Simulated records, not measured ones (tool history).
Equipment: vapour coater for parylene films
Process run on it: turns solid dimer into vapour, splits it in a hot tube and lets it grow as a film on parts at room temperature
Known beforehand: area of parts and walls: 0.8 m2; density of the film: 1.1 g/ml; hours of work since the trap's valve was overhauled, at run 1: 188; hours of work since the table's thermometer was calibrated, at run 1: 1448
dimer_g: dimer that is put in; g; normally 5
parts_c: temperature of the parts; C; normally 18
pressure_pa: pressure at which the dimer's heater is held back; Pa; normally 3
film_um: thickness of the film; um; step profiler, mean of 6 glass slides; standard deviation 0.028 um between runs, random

| run | hour | dimer_g | parts_c | pressure_pa | hours of work since the trap's valve was overhauled | hours of work since the table's thermometer was calibrated | film_um |
|---|---|---|---|---|---|---|---|
| 1 | 0 | 5 | 18 | 3 | 188 | 1448 | 3.34 |
| 2 | 47 | 5 | 18 | 3 | 228 | 1488 | 3.37 |
|  | 85.1 | trap's valve overhauled |
| 3 | 97.3 | 5 | 18 | 3 | 10 | 1527 | 3.22 |
| 4 | 140.3 | 5 | 18 | 3 | 47 | 1563 | 3.17 |
| 5 | 190.6 | 6 | 18 | 3 | 89 | 1606 | 3.73 |
| 6 | 232.9 | 6 | 18 | 3 | 125 | 1641 | 3.68 |
| 7 | 267.7 | 6 | 18 | 3 | 154 | 1671 | 3.72 |
| 8 | 301.8 | 6 | 22 | 3 | 183 | 1700 | 3.42 |
|  | 323.1 | trap's valve overhauled, once more |
| 9 | 341.6 | 6 | 22 | 3 | 16 | 1730 | 3.98 |
| 10 | 378.3 | 6 | 22 | 3 | 47 | 1761 | 3.89 |
| 11 | 422.8 | 6 | 22 | 3 | 84 | 1798 | 3.88 |
| 12 | 459 | 6 | 22 | 3 | 115 | 1829 | 3.9 |
| 13 | 495.4 | 3 | 22 | 3 | 146 | 1860 | 1.89 |
| 14 | 526.8 | 3 | 22 | 3 | 172 | 1886 | 1.91 |
| 15 | 552.5 | 3 | 22 | 3 | 194 | 1908 | 1.95 |
| 16 | 594 | 3 | 22 | 3 | 229 | 1943 | 1.9 |
|  | 631.8 | trap's valve overhauled |
| 17 | 646 | 9 | 18 | 3 | 12 | 1984 | 6.34 |
| 18 | 678.6 | 9 | 18 | 3 | 40 | 2011 | 6.26 |
| 19 | 713.8 | 9 | 18 | 3 | 69 | 2041 | 6.31 |
| 20 | 748 | 5 | 15 | 3 | 98 | 2070 | 3.56 |
| 21 | 779.7 | 5 | 15 | 3 | 125 | 2097 | 3.58 |
| 22 | 824 | 5 | 12 | 3 | 163 | 2134 | 3.75 |
| 23 | 846 | 7 | 10 | 2.19 | 181 | 2153 | 5.61 |
| 24 | 893 | 4 | 22 | 2.29 | 221 | 2193 | 2.61 |
| 25 | 919 | 4 | 15 | 3 | 243 | 2214 | 2.86 |
|  | 938.8 | trap's valve overhauled |
| 26 | 954.4 | 2 | 12 | 2.76 | 13 | 2241 | 1.59 |
| 27 | 985.8 | 4 | 19 | 3 | 40 | 2268 | 2.74 |
| 28 | 1031.5 | 4 | 30 | 5.51 | 78 | 2306 | 2.08 |
| 29 | 1055 | 5 | 18 | 2.21 | 98 | 2326 | 3.58 |
| 30 | 1086.1 | 7 | 21 | 7.03 | 125 | 2352 | 4.09 |
| 31 | 1120.2 | 2 | 13 | 5.42 | 153 | 2381 | 1.41 |
| 32 | 1155.7 | 3 | 12 | 6.16 | 183 | 2411 | 2.04 |
|  | 1180.6 | table's thermometer calibrated |
| 33 | 1202.3 | 5 | 21 | 4.14 | 222 | 18 | 2.99 |
| 34 | 1225.3 | 5 | 21 | 4.14 | 241 | 38 | 3.02 |
|  | 1245.9 | trap's valve overhauled |
| 35 | 1274 | 5 | 21 | 4.14 | 24 | 76 | 3.16 |
| 36 | 1305.1 | 8 | 15 | 5.19 | 50 | 102 | 5.48 |
| 37 | 1346.2 | 3 | 27 | 5.35 | 85 | 137 | 1.66 |
| 38 | 1385.9 | 5 | 11 | 3 | 118 | 170 | 3.82 |
| 39 | 1418.8 | 7 | 24 | 2.09 | 146 | 198 | 4.54 |
| 40 | 1457.7 | 3 | 28 | 3 | 179 | 231 | 1.67 |
| 41 | 1496.5 | 3 | 28 | 3 | 212 | 264 | 1.7 |
| 42 | 1545.3 | 5 | 14 | 3 | 253 | 305 | 3.55 |
|  | 1552.8 | trap's valve overhauled |
| 43 | 1572 | 5 | 18 | 4.08 | 16 | 324 | 3.34 |
| 44 | 1598.5 | 9 | 18 | 4.71 | 39 | 346 | 5.92 |

5 options for the next run, each taken on its own from the tool as it stands now. Forecast them:
| A | 1632 | 3 | 20 | 5.61 | 67 | 375 | ? |
| B | 1632 | 5 | 17 | 3 | 67 | 375 | ? |
| C | 1632 | 3 | 18 | 8.73 | 67 | 375 | ? |
| D | 1632 | 9 | 15 | 4.71 | 67 | 375 | ? |
| E | 1632 | 9 | 18 | 11.8 | 67 | 375 | ? |

| run | film_um |
|---|---|
| A | 1.84 |
| B | 3.54 |
| C | 1.83 |
| D | 6.15 |
| E | 5.21 |
Had the tool no hidden state, the same runs would have come out as:
| run | film_um |
|---|---|
| A | 1.87 |
| B | 3.58 |
| C | 1.85 |
| D | 6.24 |
| E | 5.28 |
